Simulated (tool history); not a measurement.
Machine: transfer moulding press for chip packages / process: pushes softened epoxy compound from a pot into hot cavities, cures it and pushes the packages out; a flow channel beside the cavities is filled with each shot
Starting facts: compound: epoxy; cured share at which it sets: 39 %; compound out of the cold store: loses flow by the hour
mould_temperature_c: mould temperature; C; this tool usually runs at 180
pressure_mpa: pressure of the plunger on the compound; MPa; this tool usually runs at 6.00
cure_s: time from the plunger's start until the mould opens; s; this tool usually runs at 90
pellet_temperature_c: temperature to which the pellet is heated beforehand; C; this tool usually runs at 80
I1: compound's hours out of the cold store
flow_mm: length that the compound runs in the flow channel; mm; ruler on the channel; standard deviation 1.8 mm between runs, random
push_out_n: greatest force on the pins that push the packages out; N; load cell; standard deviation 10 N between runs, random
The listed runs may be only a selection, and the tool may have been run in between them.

run 1 day=0.000 | mould_temperature_c=180 pressure_mpa=6.00 cure_s=90 pellet_temperature_c=80 | I1=46.8 | flow_mm=620 push_out_n=490
run 2 day=1.179 | mould_temperature_c=180 pressure_mpa=6.00 cure_s=90 pellet_temperature_c=80 | I1=20.6 | flow_mm=659 push_out_n=606
run 3 day=2.646 | mould_temperature_c=180 pressure_mpa=6.00 cure_s=90 pellet_temperature_c=80 | I1=11.1 | flow_mm=667 push_out_n=712
run 4 day=4.229 | mould_temperature_c=180 pressure_mpa=6.00 cure_s=90 pellet_temperature_c=80 | I1=26.6 | flow_mm=641 push_out_n=727
-- day=5.100 cavities cleaned with cleaning compound and waxed
run 5 day=6.029 | mould_temperature_c=180 pressure_mpa=6.00 cure_s=90 pellet_temperature_c=80 | I1=39.1 | flow_mm=617 push_out_n=565
run 6 day=7.929 | mould_temperature_c=180 pressure_mpa=6.00 cure_s=90 pellet_temperature_c=80 | I1=43.8 | flow_mm=610 push_out_n=677
run 7 day=9.892 | mould_temperature_c=175 pressure_mpa=6.00 cure_s=90 pellet_temperature_c=80 | I1=12.2 | flow_mm=672 push_out_n=1061
-- day=10.196 cavities cleaned with cleaning compound and waxed
-- day=10.525 plunger's sealing rings changed
run 8 day=10.854 | mould_temperature_c=175 pressure_mpa=6.00 cure_s=90 pellet_temperature_c=80 | I1=18.4 | flow_mm=694 push_out_n=781
run 9 day=11.742 | mould_temperature_c=180 pressure_mpa=6.00 cure_s=90 pellet_temperature_c=80 | I1=42.7 | flow_mm=639 push_out_n=606
run 10 day=13.658 | mould_temperature_c=180 pressure_mpa=6.00 cure_s=90 pellet_temperature_c=80 | I1=23.0 | flow_mm=668 push_out_n=741
run 11 day=15.046 | mould_temperature_c=180 pressure_mpa=6.00 cure_s=90 pellet_temperature_c=80 | I1=23.2 | flow_mm=664 push_out_n=753
-- day=15.350 cavities cleaned with cleaning compound and waxed
run 12 day=16.800 | mould_temperature_c=180 pressure_mpa=6.00 cure_s=90 pellet_temperature_c=83 | I1=25.6 | flow_mm=658 push_out_n=641
run 13 day=18.454 | mould_temperature_c=180 pressure_mpa=6.00 cure_s=76 pellet_temperature_c=80 | I1=27.6 | flow_mm=652 push_out_n=963
run 14 day=19.454 | mould_temperature_c=180 pressure_mpa=4.71 cure_s=90 pellet_temperature_c=80 | I1=11.4 | flow_mm=596 push_out_n=758
-- day=20.354 cavities cleaned with cleaning compound and waxed
run 15 day=21.267 | mould_temperature_c=180 pressure_mpa=6.00 cure_s=119 pellet_temperature_c=80 | I1=10.8 | flow_mm=670 push_out_n=501
run 16 day=22.496 | mould_temperature_c=180 pressure_mpa=5.72 cure_s=119 pellet_temperature_c=80 | I1=30.8 | flow_mm=625 push_out_n=573
run 17 day=24.371 | mould_temperature_c=185 pressure_mpa=6.00 cure_s=90 pellet_temperature_c=80 | I1=41.2 | flow_mm=609 push_out_n=637

The next listed run, before its measurement:
-- day=25.375 cavities cleaned with cleaning compound and waxed
run 18 day=25.538 | mould_temperature_c=185 pressure_mpa=6.00 cure_s=90 pellet_temperature_c=80 | I1=29.1 | flow_mm=? push_out_n=?

flow_mm: 621 mm
push_out_n: 462 N
Were there no unlogged condition in the tool, this run, its random variation unchanged, would have produced flow_mm 647 mm, push_out_n 427 N.

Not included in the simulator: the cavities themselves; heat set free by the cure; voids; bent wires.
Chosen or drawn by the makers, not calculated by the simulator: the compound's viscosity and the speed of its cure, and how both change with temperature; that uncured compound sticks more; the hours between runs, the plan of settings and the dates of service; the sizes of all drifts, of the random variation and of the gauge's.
